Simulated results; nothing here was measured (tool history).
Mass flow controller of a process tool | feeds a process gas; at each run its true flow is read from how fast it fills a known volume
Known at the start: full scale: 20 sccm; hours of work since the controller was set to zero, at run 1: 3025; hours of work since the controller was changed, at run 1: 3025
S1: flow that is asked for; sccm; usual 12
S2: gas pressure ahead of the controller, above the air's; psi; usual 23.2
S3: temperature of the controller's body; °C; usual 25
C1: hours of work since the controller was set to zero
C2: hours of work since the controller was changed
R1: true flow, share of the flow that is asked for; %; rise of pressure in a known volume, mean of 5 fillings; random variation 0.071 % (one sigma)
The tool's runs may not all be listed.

run,hour,S1,S2,S3,C1,C2,R1
1,0,12,23.2,25,3025,3025,99.37
2,117.8,12,23.2,33,3106,3106,100.07
3,239.8,12,37.1,25,3189,3189,99.06
4,388,12,37.1,25,3291,3291,99.02
5,552.9,12,37.1,25,3404,3404,98.99
6,684.9,12,23.2,35,3495,3495,100.18
7,775.2,12,23.2,35,3557,3557,100.33
8,892.3,5,26.5,30,3637,3637,99.06
9,1050.5,10,23.2,38,3746,3746,100.02
10,1158.1,3,23.2,25,3819,3819,98.67
11,1240.9,6,25.2,31,3876,3876,99.12
12,1397.8,6,25.2,37,3984,3984,99.71
13,1542.4,6,23.2,25,4083,4083,98.89

Forecast each of these 3 alternatives for the next run:
A,1610.6,5,35.8,25,4130,4130,?
B,1610.6,6,36.1,34,4130,4130,?
C,1610.6,3,23.2,25,4130,4130,?

run,R1
A,98.29
B,99.07
C,98.6
Without the tool's hidden state the same runs would have given:
run,R1
A,98.25
B,99.04
C,98.55
